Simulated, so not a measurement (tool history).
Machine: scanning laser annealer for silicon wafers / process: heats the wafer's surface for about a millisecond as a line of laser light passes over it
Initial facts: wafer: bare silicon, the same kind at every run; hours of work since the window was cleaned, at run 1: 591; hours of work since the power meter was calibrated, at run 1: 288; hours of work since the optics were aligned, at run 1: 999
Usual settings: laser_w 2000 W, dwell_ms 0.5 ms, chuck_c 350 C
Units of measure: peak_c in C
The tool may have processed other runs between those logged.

| run | day | laser_w | dwell_ms | chuck_c | hours of work since the window was cleaned | hours of work since the power meter was calibrated | hours of work since the optics were aligned | peak_c |
|---|---|---|---|---|---|---|---|---|
| 1 | 0 | 2000 | 0.5 | 350 | 591 | 288 | 999 | 1096 |
| 2 | 2.417 | 1962 | 0.5 | 350 | 620 | 316 | 1027 | 1081 |
| 3 | 5.383 | 1963 | 0.5 | 350 | 655 | 351 | 1062 | 1081 |
| 4 | 7.288 | 1963 | 0.5 | 350 | 677 | 374 | 1085 | 1084 |
| 5 | 9.779 | 1963 | 0.5 | 371 | 707 | 403 | 1114 | 1101 |
| 6 | 12.258 | 1963 | 0.5 | 371 | 736 | 432 | 1143 | 1102 |
| 7 | 14.55 | 1963 | 0.5 | 371 | 763 | 459 | 1170 | 1106 |
| 8 | 15.975 | 1963 | 0.5 | 371 | 780 | 476 | 1187 | 1105 |
|  | 18.683 | window over the wafer cleaned |
| 9 | 18.683 | 1963 | 0.5 | 371 | 0 | 507 | 1218 | 1104 |
| 10 | 20.546 | 2000 | 0.5 | 350 | 22 | 529 | 1240 | 1093 |
| 11 | 22.388 | 2000 | 0.5 | 350 | 44 | 551 | 1262 | 1098 |
| 12 | 25.162 | 2000 | 0.5 | 314 | 76 | 583 | 1294 | 1066 |
| 13 | 27.075 | 2000 | 0.5 | 350 | 99 | 606 | 1317 | 1097 |
| 14 | 29.004 | 2000 | 0.418 | 350 | 122 | 629 | 1340 | 1024 |
| 15 | 31.15 | 1994 | 0.5 | 350 | 147 | 654 | 1365 | 1095 |
| 16 | 33.2 | 1994 | 0.5 | 350 | 171 | 678 | 1389 | 1094 |
| 17 | 34.933 | 1994 | 0.5 | 350 | 192 | 698 | 1410 | 1096 |
| 18 | 36.304 | 2000 | 0.5 | 350 | 208 | 715 | 1426 | 1099 |
| 19 | 38.033 | 2172 | 0.5 | 350 | 228 | 735 | 1446 | 1162 |
| 20 | 40.675 | 1824 | 0.5 | 361 | 259 | 766 | 1477 | 1040 |
| 21 | 43.512 | 2178 | 0.379 | 345 | 293 | 799 | 1511 | 1041 |
| 22 | 46.012 | 2178 | 0.379 | 345 | 322 | 829 | 1540 | 1041 |
| 23 | 49.183 | 2053 | 0.53 | 311 | 359 | 866 | 1578 | 1104 |
| 24 | 50.588 | 2000 | 0.538 | 370 | 376 | 883 | 1594 | 1148 |
| 25 | 52.371 | 2000 | 0.594 | 384 | 397 | 904 | 1615 | 1206 |
| 26 | 53.808 | 2000 | 0.594 | 384 | 414 | 921 | 1632 | 1208 |
| 27 | 56.325 | 2000 | 0.594 | 384 | 444 | 950 | 1662 | 1205 |
| 28 | 58.754 | 1818 | 0.5 | 327 | 472 | 979 | 1690 | 1002 |
| 29 | 60.304 | 2120 | 0.585 | 313 | 490 | 997 | 1709 | 1182 |
|  | 61.55 | optics aligned, line set to its width |
| 30 | 63.45 | 1776 | 0.387 | 330 | 525 | 1032 | 22 | 900 |
| 31 | 66.392 | 2063 | 0.5 | 337 | 560 | 1067 | 57 | 1107 |
| 32 | 69.438 | 1989 | 0.618 | 327 | 596 | 1103 | 93 | 1161 |
| 33 | 72.588 | 1989 | 0.618 | 327 | 633 | 1140 | 130 | 1164 |
| 34 | 74.558 | 2192 | 0.477 | 327 | 656 | 1163 | 153 | 1128 |
| 35 | 76.283 | 2175 | 0.518 | 342 | 676 | 1183 | 174 | 1171 |
| 36 | 79.408 | 1915 | 0.479 | 350 | 713 | 1220 | 210 | 1046 |
| 37 | 81.071 | 2000 | 0.434 | 350 | 733 | 1240 | 230 | 1038 |
| 38 | 84.117 | 1773 | 0.612 | 385 | 769 | 1276 | 266 | 1123 |

Forecast each of these 4 alternatives for the next run:
| A | 86.079 | 2069 | 0.618 | 386 | 792 | 1299 | 289 | ? |
| B | 86.079 | 2147 | 0.427 | 380 | 792 | 1299 | 289 | ? |
| C | 86.079 | 2060 | 0.356 | 385 | 792 | 1299 | 289 | ? |
| D | 86.079 | 2123 | 0.609 | 369 | 792 | 1299 | 289 | ? |

| run | peak_c |
|---|---|
| A | 1255 |
| B | 1112 |
| C | 1018 |
| D | 1260 |
The same runs, with their run-to-run variation unchanged, on a tool lacking any hidden condition would have given:
| run | peak_c |
|---|---|
| A | 1258 |
| B | 1114 |
| C | 1020 |
| D | 1263 |
